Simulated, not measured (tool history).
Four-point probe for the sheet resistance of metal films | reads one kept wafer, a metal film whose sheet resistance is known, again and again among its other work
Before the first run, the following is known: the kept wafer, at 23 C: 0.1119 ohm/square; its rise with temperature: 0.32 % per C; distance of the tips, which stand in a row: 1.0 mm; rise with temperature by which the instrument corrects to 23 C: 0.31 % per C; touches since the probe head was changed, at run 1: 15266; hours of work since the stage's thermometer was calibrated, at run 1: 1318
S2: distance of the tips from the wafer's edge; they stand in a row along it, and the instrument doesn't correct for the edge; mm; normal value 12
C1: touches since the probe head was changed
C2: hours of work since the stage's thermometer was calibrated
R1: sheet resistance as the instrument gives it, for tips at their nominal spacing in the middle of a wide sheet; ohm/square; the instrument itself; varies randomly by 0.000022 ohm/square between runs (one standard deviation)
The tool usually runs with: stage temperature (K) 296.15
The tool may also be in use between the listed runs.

Run 1, hour 0: usual settings; C1 15266; C2 1318. Result: R1 0.112164 ohm/square.
Run 2, hour 13.9: usual settings but S2 17 mm; C1 15579; C2 1324. Result: R1 0.111918 ohm/square.
Run 3, hour 28.9: usual settings but S2 17 mm; C1 15914; C2 1330. Result: R1 0.111944 ohm/square.
Run 4, hour 42.7: usual settings but S2 17 mm; C1 16225; C2 1337. Result: R1 0.111954 ohm/square.
Run 5, hour 53.3: usual settings but stage temperature (K) 294.15; C1 16461; C2 1341. Result: R1 0.112136 ohm/square.
Run 6, hour 66.6: usual settings but stage temperature (K) 294.15; C1 16761; C2 1347. Result: R1 0.112103 ohm/square.
Run 7, hour 79.8: usual settings but stage temperature (K) 294.15; C1 17058; C2 1353. Result: R1 0.112156 ohm/square.
Run 8, hour 96.4: usual settings but S2 6 mm; C1 17430; C2 1361. Result: R1 0.113336 ohm/square.
Run 9, hour 112.2: usual settings but S2 6 mm; C1 17783; C2 1368. Result: R1 0.113381 ohm/square.
Run 10, hour 125.5: usual settings; C1 18081; C2 1374. Result: R1 0.112168 ohm/square.
Run 11, hour 133.6: usual settings; C1 18264; C2 1377. Result: R1 0.1122 ohm/square.
Run 12, hour 149.3: usual settings but S2 14 mm; C1 18617; C2 1384. Result: R1 0.112057 ohm/square.
Run 13, hour 164.7: usual settings but S2 14 mm; C1 18963; C2 1391. Result: R1 0.11208 ohm/square.
Run 14, hour 182: usual settings; C1 19351; C2 1399. Result: R1 0.11219 ohm/square.
Run 15, hour 193.4: usual settings; C1 19605; C2 1404. Result: R1 0.11219 ohm/square.
Run 16, hour 207.8: usual settings but S2 7 mm; C1 19928; C2 1411. Result: R1 0.112978 ohm/square.
Run 17, hour 216.4: usual settings but stage temperature (K) 292.15; C1 20123; C2 1414. Result: R1 0.112124 ohm/square.
Run 18, hour 232.8: usual settings but stage temperature (K) 292.15; C1 20490; C2 1422. Result: R1 0.112133 ohm/square.
Run 19, hour 241.8: usual settings but stage temperature (K) 292.15; C1 20693; C2 1426. Result: R1 0.112129 ohm/square.
Run 20, hour 257.8: usual settings but stage temperature (K) 292.15; C1 21051; C2 1433. Result: R1 0.112173 ohm/square.
Run 21, hour 272.2: usual settings; C1 21374; C2 1439. Result: R1 0.112198 ohm/square.
Run 22, hour 280.6: usual settings but S2 31 mm; C1 21562; C2 1443. Result: R1 0.111806 ohm/square.
Run 23, hour 294: usual settings but stage temperature (K) 293.15, S2 4 mm; C1 21864; C2 1449. Result: R1 0.115357 ohm/square.
Run 24, hour 301.5: usual settings but stage temperature (K) 292.15, S2 5 mm; C1 22031; C2 1453. Result: R1 0.114074 ohm/square.
Run 25, hour 311.6: usual settings but stage temperature (K) 292.15, S2 5 mm; C1 22258; C2 1457. Result: R1 0.114069 ohm/square.
Run 26, hour 320: usual settings but stage temperature (K) 299.15, S2 5 mm; C1 22445; C2 1461. Result: R1 0.114169 ohm/square.
Run 27, hour 331.7: usual settings but stage temperature (K) 299.15; C1 22708; C2 1466. Result: R1 0.112226 ohm/square.
At hour 333.5: stage's thermometer calibrated.
Run 28, hour 346.9: usual settings but stage temperature (K) 298.15, S2 4 mm; C1 23039; C2 6. Result: R1 0.115358 ohm/square.
Run 29, hour 363: usual settings but stage temperature (K) 304.15, S2 28 mm; C1 23399; C2 13. Result: R1 0.111861 ohm/square.
Run 30, hour 373.1: usual settings but stage temperature (K) 293.15, S2 6 mm; C1 23627; C2 18. Result: R1 0.113286 ohm/square.
Run 31, hour 387.1: usual settings but stage temperature (K) 293.15, S2 6 mm; C1 23940; C2 24. Result: R1 0.11328 ohm/square.
Run 32, hour 399.7: usual settings but stage temperature (K) 293.15, S2 6 mm; C1 24223; C2 30. Result: R1 0.113255 ohm/square.
Run 33, hour 408.3: usual settings but stage temperature (K) 293.15, S2 6 mm; C1 24416; C2 33. Result: R1 0.113282 ohm/square.
At hour 418.8: stage's thermometer calibrated, once more.
Run 34, hour 419: usual settings but stage temperature (K) 293.15, S2 6 mm; C1 24645; C2 0. Result: R1 0.113657 ohm/square.
Run 35, hour 430.7: usual settings but stage temperature (K) 293.15, S2 4 mm; C1 24908; C2 5. Result: R1 0.115651 ohm/square.
Run 36, hour 445.6: usual settings but stage temperature (K) 293.15, S2 4 mm; C1 25241; C2 12. Result: R1 0.115623 ohm/square.
Run 37, hour 462.4: usual settings but stage temperature (K) 293.15, S2 4 mm; C1 25618; C2 19. Result: R1 0.115622 ohm/square.
Run 38, hour 476: usual settings but stage temperature (K) 293.15, S2 4 mm; C1 25924; C2 26. Result: R1 0.115631 ohm/square.
Run 39, hour 493.1: usual settings but stage temperature (K) 293.15, S2 4 mm; C1 26308; C2 33. Result: R1 0.11562 ohm/square.
Run 40, hour 501.2: usual settings but stage temperature (K) 293.15, S2 4 mm; C1 26491; C2 37. Result: R1 0.115654 ohm/square.
Run 41, hour 508.8: usual settings but stage temperature (K) 307.15, S2 60 mm; C1 26660; C2 40. Result: R1 0.112262 ohm/square.

Run 42 comes next. What will it give?
Run 42, hour 520.7: usual settings but stage temperature (K) 297.15, S2 3 mm; C1 26926; C2 46. Result: R1 ?.

R1: 0.118358 ohm/square
With no hidden state in the tool, this same run would have given R1 0.118197 ohm/square.
